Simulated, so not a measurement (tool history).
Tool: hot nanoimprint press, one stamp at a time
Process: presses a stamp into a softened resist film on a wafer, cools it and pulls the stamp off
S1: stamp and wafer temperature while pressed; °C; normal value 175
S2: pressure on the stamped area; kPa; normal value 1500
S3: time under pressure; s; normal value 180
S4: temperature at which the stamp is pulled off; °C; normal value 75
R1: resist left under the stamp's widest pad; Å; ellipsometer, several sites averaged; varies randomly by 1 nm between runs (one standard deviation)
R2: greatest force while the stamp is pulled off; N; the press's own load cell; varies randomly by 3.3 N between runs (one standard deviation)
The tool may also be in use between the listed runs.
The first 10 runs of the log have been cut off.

run,day,S1,S2,S3,S4,R1,R2
11,14.992,175,1500,180,75,2006,176
# day 15.496: press's hydraulic seals changed and the load cell set to zero
12,16.821,175,1500,180,75,1956,182
13,18.125,175,1500,180,75,1948,191
14,19.117,175,1500,130,75,2162,195
15,19.938,175,1500,130,75,2148,193
16,21.45,175,1280,130,75,2298,192
17,22.421,175,2390,180,74,1579,199
18,24.175,175,2390,180,74,1582,211
19,25.692,183,2170,100,75,1616,210
20,27.558,183,2170,100,75,1629,224
# day 28.979: stamp cleaned and given a new release coat
# day 29.283: plate thermocouple calibrated
21,29.4,186,2170,100,75,1464,158
22,30.738,175,1640,180,73,1849,165
23,32.375,182,1680,131,80,1690,153
24,33.817,175,1840,318,61,1458,208
25,34.817,182,1500,352,75,1266,173
26,35.662,182,1500,195,75,1566,177
27,36.892,181,1500,180,62,1657,207
28,38.367,184,2270,207,64,1164,219
29,39.938,184,2270,90,64,1586,227
30,41.546,184,2270,90,64,1601,241

Forecast each of these 4 alternatives for the next run:
A,42.733,170,1930,116,64,?,?
B,42.733,175,1500,180,79,?,?
C,42.733,184,1390,265,68,?,?
D,42.733,176,2270,90,64,?,?

run,R1,R2
A,2304,232
B,1969,187
C,1411,225
D,1975,240
Without the tool's hidden state the same runs would have given:
run,R1,R2
A,2252,179
B,1923,144
C,1376,174
D,1922,186
